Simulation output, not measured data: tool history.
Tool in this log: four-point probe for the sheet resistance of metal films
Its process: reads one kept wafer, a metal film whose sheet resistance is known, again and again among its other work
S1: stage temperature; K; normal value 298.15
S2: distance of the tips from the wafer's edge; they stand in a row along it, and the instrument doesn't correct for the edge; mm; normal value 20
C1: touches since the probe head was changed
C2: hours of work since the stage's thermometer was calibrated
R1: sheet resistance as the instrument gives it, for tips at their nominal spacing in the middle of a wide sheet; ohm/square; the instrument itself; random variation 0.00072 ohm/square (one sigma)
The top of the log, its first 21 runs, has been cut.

run     day      S1  S2     C1    C2        R1
 22  18.846  292.15  20  30307  1514  3.601401
 23  19.512  292.15  20  30612  1523   3.60081
 24  20.629  302.15   5  31125  1539  3.650601
 25  21.421  305.15   8  31487  1551  3.637917
 26  22.317  292.15  25  31897  1564  3.601579
 27      23  292.15  25  32211  1574  3.601076
 28  24.167  294.15   4  32745  1591  3.653795
 29  25.283  294.15   4  33257  1607  3.654138
 30  26.279  291.15  18  33713  1621  3.601407
 31  26.829  295.15  25  33964  1629  3.608017
 32  27.825  295.15  25  34420  1644  3.610039
 33  28.575  292.15   6  34765  1654  3.623447
 34  29.454  292.15   6  35168  1667  3.625033
 35  29.975  300.15  18  35405  1675  3.619978

Consider 4 possible next runs. They are alternatives, not a sequence: every one starts from the tool as it was left by run 35. What does each give?
  A  30.525  293.15  20  35658  1683   ?
  B  30.525  298.15  24  35658  1683   ?
  C  30.525  300.15   5  35658  1683   ?
  D  30.525  295.15  62  35658  1683   ?

run        R1
  A  3.605998
  B  3.615813
  C  3.648684
  D  3.608461
Had the tool no hidden state, the same runs would have come out as:
run        R1
  A  3.582746
  B  3.592562
  C   3.62526
  D  3.585218

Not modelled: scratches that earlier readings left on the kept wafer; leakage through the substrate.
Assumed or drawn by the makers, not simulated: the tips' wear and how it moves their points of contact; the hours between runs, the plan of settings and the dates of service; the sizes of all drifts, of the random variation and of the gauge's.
